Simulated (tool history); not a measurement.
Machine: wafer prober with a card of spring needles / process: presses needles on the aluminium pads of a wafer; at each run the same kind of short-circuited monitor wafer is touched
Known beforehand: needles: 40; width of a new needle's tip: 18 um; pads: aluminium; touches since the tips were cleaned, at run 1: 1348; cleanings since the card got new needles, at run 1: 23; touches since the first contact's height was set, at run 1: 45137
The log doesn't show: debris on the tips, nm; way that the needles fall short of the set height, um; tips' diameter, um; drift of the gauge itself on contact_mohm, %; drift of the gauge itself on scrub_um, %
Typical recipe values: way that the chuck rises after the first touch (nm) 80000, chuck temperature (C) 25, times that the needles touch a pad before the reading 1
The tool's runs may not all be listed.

| run | hour | way that the chuck rises after the first touch (nm) | chuck temperature (C) | times that the needles touch a pad before the reading | touches since the tips were cleaned | cleanings since the card got new needles | touches since the first contact's height was set | resistance of one needle with its contact and lead (mohm) | way that a needle slides on the pad (nm) |
|---|---|---|---|---|---|---|---|---|---|
| 1 | 0.0 | 80000 | 25 | 1 | 1348 | 23 | 45137 | 278 | 9900 |
|  | 0.8 | tips cleaned on abrasive film |
|  | 4.6 | tips cleaned on abrasive film |
|  | 7.7 | tips cleaned on abrasive film |
|  | 11.5 | tips cleaned on abrasive film |
|  | 14.6 | tips cleaned on abrasive film |
| 2 | 16.7 | 80000 | 25 | 1 | 1153 | 28 | 53880 | 276 | 9830 |
|  | 18.3 | tips cleaned on abrasive film |
|  | 22.1 | tips cleaned on abrasive film |
|  | 25.9 | tips cleaned on abrasive film |
|  | 29.0 | tips cleaned on abrasive film |
| 3 | 29.6 | 80000 | 25 | 1 | 340 | 32 | 60609 | 267 | 9840 |
|  | 32.6 | tips cleaned on abrasive film |
|  | 36.4 | tips cleaned on abrasive film |
|  | 39.5 | tips cleaned on abrasive film |
| 4 | 41.1 | 80000 | 111 | 1 | 832 | 35 | 66633 | 300 | 9870 |
|  | 42.6 | tips cleaned on abrasive film |
|  | 45.7 | tips cleaned on abrasive film |
|  | 49.5 | tips cleaned on abrasive film |
|  | 53.3 | tips cleaned on abrasive film |
|  | 56.4 | tips cleaned on abrasive film |
| 5 | 57.4 | 63000 | 111 | 1 | 545 | 40 | 75162 | 309 | 7650 |
|  | 59.7 | tips cleaned on abrasive film |
|  | 62.7 | tips cleaned on abrasive film |
|  | 66.5 | tips cleaned on abrasive film |
|  | 69.6 | tips cleaned on abrasive film |
|  | 73.4 | tips cleaned on abrasive film |
|  | 77.2 | tips cleaned on abrasive film |
| 6 | 77.6 | 63000 | 111 | 1 | 210 | 46 | 85755 | 300 | 7490 |
|  | 80.7 | tips cleaned on abrasive film |
|  | 84.5 | tips cleaned on abrasive film |
|  | 88.3 | tips cleaned on abrasive film |
|  | 91.3 | tips cleaned on abrasive film |
|  | 95.1 | tips cleaned on abrasive film |
| 7 | 98.0 | 80000 | 25 | 2 | 1568 | 51 | 96508 | 278 | 9500 |
|  | 98.9 | tips cleaned on abrasive film |
|  | 102.7 | tips cleaned on abrasive film |
|  | 106.5 | tips cleaned on abrasive film |
|  | 110.3 | tips cleaned on abrasive film |
| 8 | 110.4 | 80000 | 38 | 1 | 87 | 55 | 102985 | 267 | 9660 |
|  | 113.5 | tips cleaned on abrasive film |
|  | 117.3 | tips cleaned on abrasive film |
|  | 121.1 | tips cleaned on abrasive film |
|  | 124.2 | tips cleaned on abrasive film |
| 9 | 126.5 | 80000 | 25 | 1 | 1255 | 59 | 111430 | 286 | 9790 |
|  | 127.3 | tips cleaned on abrasive film |
|  | 131.1 | tips cleaned on abrasive film |
|  | 134.9 | tips cleaned on abrasive film |
| 10 | 136.5 | 80000 | 25 | 1 | 812 | 62 | 116638 | 281 | 9540 |
|  | 138.1 | tips cleaned on abrasive film |
|  | 141.9 | tips cleaned on abrasive film |
|  | 145.7 | tips cleaned on abrasive film |
|  | 149.5 | tips cleaned on abrasive film |
| 11 | 150.5 | 80000 | 25 | 1 | 544 | 66 | 123988 | 274 | 9460 |
|  | 152.8 | tips cleaned on abrasive film |
|  | 155.9 | tips cleaned on abrasive film |
|  | 159.7 | tips cleaned on abrasive film |
|  | 162.7 | tips cleaned on abrasive film |
|  | 166.5 | tips cleaned on abrasive film |
| 12 | 167.0 | 80000 | 25 | 1 | 254 | 71 | 132628 | 271 | 9580 |
|  | 170.1 | tips cleaned on abrasive film |
|  | 173.9 | tips cleaned on abrasive film |
|  | 176.9 | tips cleaned on abrasive film |
| 13 | 179.4 | 80000 | 25 | 1 | 1313 | 74 | 139133 | 289 | 9540 |
|  | 180.2 | tips cleaned on abrasive film |
|  | 183.3 | tips cleaned on abrasive film |
|  | 187.1 | tips cleaned on abrasive film |
|  | 190.9 | tips cleaned on abrasive film |
|  | 194.7 | tips cleaned on abrasive film |
| 14 | 196.7 | 80000 | 25 | 2 | 1072 | 79 | 148192 | 277 | 9640 |
|  | 198.2 | tips cleaned on abrasive film |
|  | 201.3 | tips cleaned on abrasive film |
|  | 205.1 | tips cleaned on abrasive film |
|  | 208.9 | tips cleaned on abrasive film |
| 15 | 210.6 | 94000 | 25 | 3 | 915 | 83 | 155497 | 269 | 11020 |
|  | 212.2 | tips cleaned on abrasive film |
|  | 216.0 | tips cleaned on abrasive film |
|  | 219.8 | tips cleaned on abrasive film |
|  | 223.6 | tips cleaned on abrasive film |
|  | 227.4 | tips cleaned on abrasive film |
| 16 | 227.6 | 75000 | 74 | 2 | 128 | 88 | 164408 | 286 | 8660 |
|  | 228.6 | height of the first contact set anew |
|  | 231.0 | tips cleaned on abrasive film |
|  | 234.8 | tips cleaned on abrasive film |
|  | 237.8 | tips cleaned on abrasive film |
| 17 | 240.5 | 75000 | 74 | 2 | 1448 | 91 | 6241 | 302 | 8270 |
|  | 241.4 | tips cleaned on abrasive film |
|  | 244.4 | tips cleaned on abrasive film |
|  | 248.2 | tips cleaned on abrasive film |
|  | 251.3 | tips cleaned on abrasive film |
|  | 255.1 | tips cleaned on abrasive film |
| 18 | 256.1 | 62000 | 74 | 3 | 544 | 96 | 14372 | 294 | 6490 |
|  | 258.4 | tips cleaned on abrasive film |
|  | 262.2 | tips cleaned on abrasive film |
|  | 266.0 | tips cleaned on abrasive film |
|  | 269.8 | tips cleaned on abrasive film |
|  | 273.6 | tips cleaned on abrasive film |
| 19 | 275.4 | 62000 | 61 | 2 | 942 | 101 | 24499 | 313 | 6600 |
|  | 277.0 | tips cleaned on abrasive film |
|  | 280.8 | tips cleaned on abrasive film |
|  | 284.6 | tips cleaned on abrasive film |
|  | 288.4 | tips cleaned on abrasive film |
|  | 291.4 | tips cleaned on abrasive film |
| 20 | 293.4 | 62000 | 61 | 2 | 1075 | 106 | 33961 | 312 | 6440 |

Forecast run 21:
|  | 295.0 | tips cleaned on abrasive film |
|  | 298.8 | tips cleaned on abrasive film |
|  | 302.6 | tips cleaned on abrasive film |
|  | 306.4 | tips cleaned on abrasive film |
|  | 310.2 | tips cleaned on abrasive film |
|  | 313.3 | tips cleaned on abrasive film |
| 21 | 314.2 | 62000 | 61 | 2 | 519 | 112 | 44863 | ? | ? |

{"run 21": {"resistance of one needle with its contact and lead (mohm)": 301, "way that a needle slides on the pad (nm)": 6370}}
On a tool with no hidden condition, and with the same random variation, this run would have come out at resistance of one needle with its contact and lead (mohm) 271, way that a needle slides on the pad (nm) 7950.
